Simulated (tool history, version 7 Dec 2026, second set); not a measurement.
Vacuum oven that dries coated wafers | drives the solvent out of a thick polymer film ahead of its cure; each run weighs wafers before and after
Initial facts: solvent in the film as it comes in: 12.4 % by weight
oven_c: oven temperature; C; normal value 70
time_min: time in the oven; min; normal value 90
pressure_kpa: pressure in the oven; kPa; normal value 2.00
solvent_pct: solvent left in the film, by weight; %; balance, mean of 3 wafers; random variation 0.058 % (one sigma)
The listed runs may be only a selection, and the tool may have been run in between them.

run,hour,oven_c,time_min,pressure_kpa,solvent_pct
1,0.0,70,90,2.00,2.95
2,27.5,70,90,2.00,2.90
3,41.7,70,90,2.00,3.13
4,58.1,70,90,2.00,3.03
5,78.5,70,90,2.00,3.05
6,98.1,84,90,2.00,1.00
7,117.9,65,90,2.00,4.35
8,140.6,65,90,2.00,4.35
9,168.4,70,90,4.10,4.50
10,185.0,70,158,4.10,3.49
11,206.7,70,158,4.10,3.57
12,231.2,70,158,4.10,3.54
13,259.2,70,158,4.10,3.71
14,273.3,70,158,2.63,2.47
15,290.8,70,158,2.63,2.57
16,310.6,70,90,3.11,4.00
17,329.9,70,90,3.11,3.73
18,352.5,70,90,2.00,3.11
19,379.0,70,90,2.00,3.03
20,393.2,70,90,2.00,3.30
21,420.6,70,90,2.00,3.22
22,433.8,70,90,2.00,3.19
23,457.5,70,90,2.00,3.08
24,472.0,70,90,2.00,3.16
25,487.1,70,90,2.00,3.16
26,499.0,77,54,3.14,3.49
27,511.1,65,97,1.87,4.09
28,534.4,66,90,1.63,4.13
29,561.8,66,90,1.63,3.94
30,582.3,66,90,1.26,3.70
31,609.6,75,90,1.26,1.61
32,631.1,75,90,1.26,1.65
# hour 635.8: oven's thermocouples calibrated
33,655.0,63,123,2.65,4.88
34,675.9,75,60,2.00,3.21
35,701.5,75,60,2.00,3.06
# hour 720.0: oven's thermocouples calibrated, once more
36,723.0,75,60,2.00,3.00
37,750.7,83,119,3.07,1.56
38,763.9,70,100,1.29,2.40
39,790.9,70,100,1.29,2.23
40,806.0,77,132,1.80,1.29
41,825.0,77,132,1.80,1.31
42,838.0,69,90,2.74,3.79
43,866.0,74,90,4.88,4.01
44,886.2,57,54,1.57,7.87
45,915.5,76,145,1.57,1.18
46,937.2,69,74,5.78,6.45

5 options for the next run, each taken on its own from the tool as it stands now. Forecast them:
A,952.9,69,74,1.25,?
B,952.9,61,129,6.13,?
C,952.9,59,152,3.77,?
D,952.9,70,131,2.00,?
E,952.9,69,89,1.52,?

run,solvent_pct
A,3.51
B,8.43
C,6.51
D,2.40
E,3.13
With the hidden condition removed and each run's random variation left untouched, the same runs would have given:
run,solvent_pct
A,3.19
B,7.99
C,6.09
D,2.14
E,2.82
